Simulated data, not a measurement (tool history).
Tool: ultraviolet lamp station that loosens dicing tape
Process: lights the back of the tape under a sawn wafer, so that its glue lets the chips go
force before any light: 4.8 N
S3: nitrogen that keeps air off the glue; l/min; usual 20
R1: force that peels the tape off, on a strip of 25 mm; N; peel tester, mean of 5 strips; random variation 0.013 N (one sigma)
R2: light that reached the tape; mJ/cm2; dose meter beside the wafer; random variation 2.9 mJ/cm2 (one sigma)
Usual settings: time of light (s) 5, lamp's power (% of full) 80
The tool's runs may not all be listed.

Run 1, hour 0.0: usual settings. Result: R1 0.828 N, R2 348 mJ/cm2.
Run 2, hour 28.4: usual settings. Result: R1 0.819 N, R2 341 mJ/cm2.
Run 3, hour 42.9: usual settings. Result: R1 0.806 N, R2 341 mJ/cm2.
Run 4, hour 55.5: usual settings. Result: R1 0.842 N, R2 343 mJ/cm2.
Run 5, hour 69.4: usual settings. Result: R1 0.839 N, R2 337 mJ/cm2.
Run 6, hour 90.1: usual settings. Result: R1 0.828 N, R2 344 mJ/cm2.
Run 7, hour 111.4: usual settings. Result: R1 0.831 N, R2 342 mJ/cm2.
Run 8, hour 136.9: usual settings. Result: R1 0.829 N, R2 338 mJ/cm2.
Run 9, hour 158.6: usual settings. Result: R1 0.891 N, R2 338 mJ/cm2.
Run 10, hour 182.9: usual settings but time of light (s) 3. Result: R1 1.648 N, R2 197 mJ/cm2.
Run 11, hour 212.8: usual settings but time of light (s) 8. Result: R1 0.355 N, R2 527 mJ/cm2.
Run 12, hour 235.3: usual settings but time of light (s) 8. Result: R1 0.372 N, R2 521 mJ/cm2.
Run 13, hour 259.8: usual settings but time of light (s) 8. Result: R1 0.374 N, R2 524 mJ/cm2.
Run 14, hour 284.3: usual settings but time of light (s) 8. Result: R1 0.386 N, R2 522 mJ/cm2.
Run 15, hour 309.6: usual settings but time of light (s) 8. Result: R1 0.400 N, R2 514 mJ/cm2.
Run 16, hour 328.6: usual settings but time of light (s) 3. Result: R1 1.839 N, R2 189 mJ/cm2.
Run 17, hour 341.3: usual settings but time of light (s) 3, lamp's power (% of full) 77. Result: R1 1.737 N, R2 187 mJ/cm2.
At hour 343.9: window cleaned of glue's vapour.
Run 18, hour 356.6: usual settings but time of light (s) 3, lamp's power (% of full) 77. Result: R1 1.801 N, R2 182 mJ/cm2.
Run 19, hour 381.0: usual settings but time of light (s) 3, lamp's power (% of full) 77. Result: R1 1.823 N, R2 182 mJ/cm2.
Run 20, hour 399.2: usual settings. Result: R1 1.000 N, R2 310 mJ/cm2.
Run 21, hour 425.2: usual settings but S3 33 l/min. Result: R1 0.783 N, R2 306 mJ/cm2.
Run 22, hour 441.9: usual settings but S3 33 l/min. Result: R1 0.782 N, R2 310 mJ/cm2.
Run 23, hour 459.1: usual settings but S3 33 l/min. Result: R1 0.784 N, R2 303 mJ/cm2.
Run 24, hour 472.5: usual settings but S3 33 l/min. Result: R1 0.798 N, R2 307 mJ/cm2.
At hour 486.8: window cleaned of glue's vapour, once more.
Run 25, hour 497.3: usual settings but time of light (s) 3, S3 14 l/min. Result: R1 1.753 N, R2 212 mJ/cm2.
Run 26, hour 509.9: usual settings but time of light (s) 4. Result: R1 1.144 N, R2 278 mJ/cm2.
Run 27, hour 537.6: usual settings but time of light (s) 9, lamp's power (% of full) 70, S3 14 l/min. Result: R1 0.430 N, R2 546 mJ/cm2.
Run 28, hour 552.3: usual settings but time of light (s) 3, lamp's power (% of full) 70, S3 23 l/min. Result: R1 1.727 N, R2 177 mJ/cm2.
Run 29, hour 579.7: usual settings but time of light (s) 3, lamp's power (% of full) 74. Result: R1 1.721 N, R2 190 mJ/cm2.
Run 30, hour 603.5: usual settings but time of light (s) 4. Result: R1 1.139 N, R2 270 mJ/cm2.
Run 31, hour 632.4: usual settings but time of light (s) 9, lamp's power (% of full) 89, S3 32 l/min. Result: R1 0.176 N, R2 676 mJ/cm2.
Run 32, hour 657.2: usual settings but time of light (s) 9, lamp's power (% of full) 81, S3 28 l/min. Result: R1 0.219 N, R2 614 mJ/cm2.
Run 33, hour 676.9: usual settings but time of light (s) 9, lamp's power (% of full) 81, S3 28 l/min. Result: R1 0.235 N, R2 617 mJ/cm2.
Run 34, hour 697.8: usual settings but time of light (s) 9, lamp's power (% of full) 81, S3 28 l/min. Result: R1 0.219 N, R2 614 mJ/cm2.
Run 35, hour 721.2: usual settings but time of light (s) 4, lamp's power (% of full) 81, S3 6 l/min. Result: R1 1.872 N, R2 268 mJ/cm2.
Run 36, hour 742.0: usual settings but time of light (s) 7, lamp's power (% of full) 63, S3 15 l/min. Result: R1 0.874 N, R2 363 mJ/cm2.
Run 37, hour 756.6: usual settings but time of light (s) 6, lamp's power (% of full) 60, S3 7 l/min. Result: R1 1.630 N, R2 298 mJ/cm2.
Run 38, hour 778.3: usual settings but time of light (s) 8, lamp's power (% of full) 60, S3 7 l/min. Result: R1 1.140 N, R2 395 mJ/cm2.
Run 39, hour 803.6: usual settings but time of light (s) 3, lamp's power (% of full) 62, S3 8 l/min. Result: R1 2.663 N, R2 149 mJ/cm2.
Run 40, hour 817.7: usual settings but time of light (s) 3, lamp's power (% of full) 74, S3 7 l/min. Result: R1 2.403 N, R2 179 mJ/cm2.
Run 41, hour 835.3: usual settings but time of light (s) 3, lamp's power (% of full) 64, S3 10 l/min. Result: R1 2.394 N, R2 156 mJ/cm2.
Run 42, hour 861.7: usual settings but time of light (s) 2, lamp's power (% of full) 84, S3 32 l/min. Result: R1 2.149 N, R2 135 mJ/cm2.

5 ways to go on from here, each from the tool as it stands after run 42. What would each give?
Run A, hour 882.3: usual settings but lamp's power (% of full) 62, S3 11 l/min. Result: R1 ?, R2 ?.
Run B, hour 882.3: usual settings but time of light (s) 3, lamp's power (% of full) 98, S3 18 l/min. Result: R1 ?, R2 ?.
Run C, hour 882.3: usual settings but time of light (s) 6, lamp's power (% of full) 83, S3 25 l/min. Result: R1 ?, R2 ?.
Run D, hour 882.3: usual settings but time of light (s) 2, lamp's power (% of full) 90, S3 39 l/min. Result: R1 ?, R2 ?.
Run E, hour 882.3: usual settings but S3 11 l/min. Result: R1 ?, R2 ?.

run     R1   R2
  A  1.579  245
  B  1.443  236
  C  0.558  395
  D  2.045  142
  E  1.181  323
Without the tool's hidden state the same runs would have given:
run     R1   R2
  A  1.179  314
  B  1.050  302
  C  0.342  505
  D  1.602  183
  E  0.821  414
